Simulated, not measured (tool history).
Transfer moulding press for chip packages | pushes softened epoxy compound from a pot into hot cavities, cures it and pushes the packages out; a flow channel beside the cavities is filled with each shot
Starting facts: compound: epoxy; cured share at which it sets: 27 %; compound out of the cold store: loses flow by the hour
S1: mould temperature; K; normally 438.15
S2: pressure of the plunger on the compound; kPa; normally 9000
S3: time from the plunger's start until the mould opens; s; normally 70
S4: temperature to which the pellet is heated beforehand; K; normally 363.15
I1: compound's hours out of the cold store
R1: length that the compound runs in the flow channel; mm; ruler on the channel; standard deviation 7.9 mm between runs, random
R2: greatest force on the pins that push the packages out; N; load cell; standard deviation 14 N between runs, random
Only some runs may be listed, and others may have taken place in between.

run	hour	S1	S2	S3	S4	I1	R1	R2
1	0	438.15	9000	70	363.15	30.8	919	725
2	13.8	438.15	9000	70	363.15	41.5	883	847
3	22	438.15	9000	70	363.15	11.8	1015	964
# hour 28.8: cavities cleaned with cleaning compound and waxed
4	31.2	438.15	9120	70	363.15	27.3	948	662
5	42.7	438.15	9120	70	363.15	23.5	958	812
6	56.4	438.15	9120	70	363.15	45.4	877	855
# hour 64.6: cavities cleaned with cleaning compound and waxed
7	66.1	436.15	9000	70	363.15	28.7	931	744
8	73.1	436.15	9000	70	363.15	47.1	873	784
9	84.4	436.15	9000	70	363.15	40.3	894	943
10	97.5	438.15	8270	70	363.15	9.8	962	1022
# hour 100.9: cavities cleaned with cleaning compound and waxed
11	110.1	438.15	8270	70	363.15	35.4	864	727
# hour 113.2: mould's thermocouples calibrated
12	120.9	431.15	9000	70	363.15	43.6	893	1355
13	132.6	431.15	9000	70	363.15	46.3	888	1517
# hour 138.9: cavities cleaned with cleaning compound and waxed
14	148	438.15	9000	70	369.15	24.9	937	731
# hour 154.6: mould's thermocouples calibrated, once more
15	160	438.15	8920	102	363.15	14.6	974	532
16	172	438.15	8920	102	363.15	31.8	892	587
# hour 176.8: cavities cleaned with cleaning compound and waxed
17	180.7	442.15	10240	65	368.15	41.9	923	578
18	188.5	436.15	7390	86	362.15	22.8	851	568
19	200.2	436.15	7390	86	362.15	25.9	844	653
# hour 212.7: cavities cleaned with cleaning compound and waxed
20	215.8	436.15	7390	86	362.15	31.4	837	492
21	226.2	436.15	7390	86	362.15	43	782	578
22	237.5	436.15	7390	86	362.15	46.8	766	649
# hour 248.4: cavities cleaned with cleaning compound and waxed
23	248.9	436.15	7390	86	356.15	23.2	844	499
24	259.3	436.15	7440	86	362.15	26.2	835	558
25	271.7	444.15	8380	52	356.15	25.8	858	1407
26	281.2	444.15	8380	52	356.15	15.4	904	1635
# hour 284: cavities cleaned with cleaning compound and waxed
27	293.3	438.15	9130	95	358.15	44	849	470
28	301.5	445.15	9130	95	363.15	33.1	868	498

Predict each of these 3 candidate next runs independently; none follows another, all start after run 28:
# hour 305.2: plunger's sealing rings changed
A	315.8	438.15	8480	70	363.15	21.9	?	?
# hour 305.2: plunger's sealing rings changed
B	315.8	444.15	8030	70	363.15	38.2	?	?
# hour 305.2: plunger's sealing rings changed
C	315.8	437.15	9130	95	363.15	41.4	?	?

run	R1	R2
A	931	922
B	833	655
C	904	570
With the hidden condition removed and each run's random variation left untouched, the same runs would have given:
run	R1	R2
A	933	624
B	835	445
C	906	389
